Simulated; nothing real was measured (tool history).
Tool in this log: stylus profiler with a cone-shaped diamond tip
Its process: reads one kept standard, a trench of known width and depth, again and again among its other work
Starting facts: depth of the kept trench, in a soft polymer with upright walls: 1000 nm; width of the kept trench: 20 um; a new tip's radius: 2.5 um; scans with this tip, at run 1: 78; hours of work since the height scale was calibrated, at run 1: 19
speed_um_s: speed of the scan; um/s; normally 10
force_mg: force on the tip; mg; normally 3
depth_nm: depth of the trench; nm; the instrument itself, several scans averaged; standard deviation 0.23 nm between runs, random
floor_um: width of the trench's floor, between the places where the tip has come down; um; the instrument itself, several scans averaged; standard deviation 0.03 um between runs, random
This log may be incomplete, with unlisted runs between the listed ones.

run   hour  speed_um_s  force_mg  scans with this tip  hours of work since the height scale was calibrated  depth_nm  floor_um
  1      0          10         3                   78                                                   19   1011.18     15.98
  2   20.8          10         3                  137                                                   33   1010.98     15.94
  3   36.1          10         3                  181                                                   44   1010.95     15.92
  4   52.2          33         3                  226                                                   55   1011.18     15.84
  5   78.5          27         3                  301                                                   73   1011.06     15.92
  6   89.4          27         3                  332                                                   80   1011.12     15.85
  7  110.3          10         3                  392                                                   95   1011.17     15.97
  8  131.9          10         3                  453                                                  110   1011.22     15.95
  9  143.5          10         3                  486                                                  118   1010.97     15.98
 10  166.9          10         3                  553                                                  134   1011.12     15.97
 11  183.3          10      8.35                  599                                                  145   1022.03     15.98
 12  204.6          10      8.35                  660                                                  160    1022.1     15.95
 13  228.6          27         3                  728                                                  176   1010.83     15.86
 14  249.3          27         3                  787                                                  191   1011.19     15.82
 15  271.8          27         3                  851                                                  206   1011.08     15.87
 16  294.4          11         3                  915                                                  222   1011.15     15.97
 17  315.9          22         3                  977                                                  237   1010.64     15.92
 18  328.6           8         3                 1013                                                  245      1011     15.92
 19  347.5          10         3                 1066                                                  258   1011.28     15.95
 20  363.1          10         3                 1111                                                  269   1011.14     15.93
 21  388.7          10      2.09                 1184                                                  287   1008.69     15.96
 22  404.1          10      2.09                 1227                                                  297   1009.25     15.91
 23  418.8          10      2.09                 1269                                                  307    1008.7     15.95
 24  432.8          10      2.09                 1309                                                  317   1009.04     15.96
 25  445.1           6      2.95                 1344                                                  326    1011.1     16.01
 26  460.6           3      5.35                 1388                                                  336   1016.24     15.97
 27  478.2          12      1.15                 1438                                                  348   1006.01     15.86
 28    500          36      1.35                 1500                                                  363   1006.36     15.71
 29  522.8          36      1.35                 1565                                                  379    1006.4     15.77
 30  545.2          36      1.35                 1629                                                  395   1006.34     15.74
 31    558          27      1.67                 1665                                                  403   1007.89     15.75
 32    584           6      1.73                 1739                                                  421   1007.88     15.97
 33  597.5          16         3                 1777                                                  430   1011.09     15.91
 34  608.9          16         3                 1810                                                  438   1010.97     15.92
 35  630.5          16         3                 1871                                                  453   1011.03     15.94
 36  642.7          16       5.6                 1906                                                  462   1016.81     15.93
 37    663          24      1.73                 1964                                                  476    1007.8     15.84
 38  674.1          30      8.22                 1995                                                  483   1021.45     15.84
 39  700.5          20      5.33                 2071                                                  501   1016.66     15.93

Here are 4 independent what-if runs from the current tool condition. What would each one return?
  A  712.5          10      5.04                 2105                                                  510         ?         ?
  B  712.5           9      3.16                 2105                                                  510         ?         ?
  C  712.5          11      5.88                 2105                                                  510         ?         ?
  D  712.5          20      1.04                 2105                                                  510         ?         ?

run  depth_nm  floor_um
  A   1015.64     16.01
  B   1011.16     15.89
  C   1017.32      15.9
  D   1005.14     15.78
Take away the tool's hidden state, keep each run's random variation, and the runs would have read:
run  depth_nm  floor_um
  A   1015.63     16.01
  B   1011.14     15.89
  C   1017.31     15.91
  D   1005.13     15.78
